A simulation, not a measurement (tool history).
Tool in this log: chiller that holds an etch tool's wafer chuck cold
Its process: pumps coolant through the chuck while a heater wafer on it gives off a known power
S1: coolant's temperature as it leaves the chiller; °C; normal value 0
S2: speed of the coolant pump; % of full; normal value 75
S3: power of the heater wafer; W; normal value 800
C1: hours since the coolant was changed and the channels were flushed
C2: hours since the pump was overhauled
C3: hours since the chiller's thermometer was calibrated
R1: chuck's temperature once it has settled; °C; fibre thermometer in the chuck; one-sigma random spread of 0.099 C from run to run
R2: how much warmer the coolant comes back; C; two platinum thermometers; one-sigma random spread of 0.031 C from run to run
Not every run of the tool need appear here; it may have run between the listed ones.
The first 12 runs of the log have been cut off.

Run 13, day 46.758: usual settings but S2 84 % of full, S3 567 W; C1 6615; C2 237; C3 1117. Result: R1 4.13 °C, R2 1.66 C.
Run 14, day 50.079: usual settings but S1 -5 °C; C1 6694; C2 316; C3 1197. Result: R1 1.73 °C, R2 2.68 C.
Run 15, day 55.35: usual settings but S3 1150 W; C1 6821; C2 443; C3 1323. Result: R1 9.39 °C, R2 3.8 C.
Run 16, day 57.696: usual settings; C1 6877; C2 499; C3 1380. Result: R1 6.59 °C, R2 2.68 C.
At day 59.388: coolant pump overhauled, once more.
Run 17, day 61.729: usual settings but S1 -3 °C, S2 85 % of full, S3 1014 W; C1 6969; C2 56; C3 1472. Result: R1 4.41 °C, R2 2.81 C.
Run 18, day 64.054: usual settings but S1 9 °C, S2 63 % of full, S3 558 W; C1 7025; C2 112; C3 1527. Result: R1 14.05 °C, R2 2.15 C.
Run 19, day 66.438: usual settings but S1 -3 °C, S2 93 % of full, S3 868 W; C1 7082; C2 169; C3 1585. Result: R1 2.89 °C, R2 2.18 C.
Run 20, day 71.825: usual settings but S1 4 °C, S2 93 % of full, S3 456 W; C1 7211; C2 298; C3 1714. Result: R1 7.05 °C, R2 1.18 C.
Run 21, day 76.467: usual settings but S1 -8 °C, S2 73 % of full, S3 456 W; C1 7323; C2 410; C3 1825. Result: R1 -4.13 °C, R2 1.47 C.
Run 22, day 80.883: usual settings but S2 80 % of full, S3 837 W; C1 7429; C2 516; C3 1931. Result: R1 6.34 °C, R2 2.49 C.
Run 23, day 84.062: usual settings but S2 80 % of full, S3 837 W; C1 7505; C2 592; C3 2007. Result: R1 6.58 °C, R2 2.49 C.
Run 24, day 88.221: usual settings but S1 -4 °C, S2 66 % of full, S3 637 W; C1 7605; C2 692; C3 2107. Result: R1 1.49 °C, R2 2.36 C.
At day 88.779: coolant changed, channels flushed.
Run 25, day 90.792: usual settings but S1 -8 °C, S2 71 % of full; C1 48; C2 748; C3 2163. Result: R1 -2.34 °C, R2 2.73 C.
Run 26, day 94.508: usual settings but S1 -8 °C, S2 71 % of full; C1 138; C2 837; C3 2252. Result: R1 -2.35 °C, R2 2.7 C.
Run 27, day 97.604: usual settings but S1 -2 °C, S2 70 % of full; C1 212; C2 911; C3 2327. Result: R1 3.67 °C, R2 2.81 C.
Run 28, day 101.188: usual settings but S1 -5 °C, S2 97 % of full; C1 298; C2 997; C3 2412. Result: R1 -0.36 °C, R2 1.96 C.
Run 29, day 106.058: usual settings but S1 -5 °C, S3 559 W; C1 415; C2 1114; C3 2529. Result: R1 -1.15 °C, R2 1.8 C.
At day 107.717: chiller's thermometer calibrated.
Run 30, day 111.396: usual settings but S1 6 °C, S2 90 % of full, S3 937 W; C1 542; C2 1241; C3 88. Result: R1 12.27 °C, R2 2.47 C.
Run 31, day 115.471: usual settings but S1 -8 °C, S2 78 % of full, S3 845 W; C1 640; C2 1339; C3 186. Result: R1 -1.89 °C, R2 2.63 C.
Run 32, day 119.842: usual settings but S1 -10 °C, S2 66 % of full, S3 518 W; C1 745; C2 1444; C3 291. Result: R1 -5.79 °C, R2 2.05 C.

Below are 4 alternative next runs, each starting from the tool's condition after run 32. Predict each:
Run A, day 122.688: usual settings but S1 -8 °C, S2 94 % of full, S3 891 W; C1 813; C2 1512; C3 359. Result: R1 ?, R2 ?.
Run B, day 122.688: usual settings but S2 68 % of full, S3 427 W; C1 813; C2 1512; C3 359. Result: R1 ?, R2 ?.
Run C, day 122.688: usual settings but S3 799 W; C1 813; C2 1512; C3 359. Result: R1 ?, R2 ?.
Run D, day 122.688: usual settings; C1 813; C2 1512; C3 359. Result: R1 ?, R2 ?.

run     R1    R2
  A  -2.32   2.3
  B   3.41  1.56
  C   5.92  2.53
  D   6.03  2.69
Without the tool's unlogged condition, the same runs would have read:
run     R1    R2
  A  -2.61  2.23
  B    3.2  1.51
  C   5.62  2.45
  D   5.73  2.61

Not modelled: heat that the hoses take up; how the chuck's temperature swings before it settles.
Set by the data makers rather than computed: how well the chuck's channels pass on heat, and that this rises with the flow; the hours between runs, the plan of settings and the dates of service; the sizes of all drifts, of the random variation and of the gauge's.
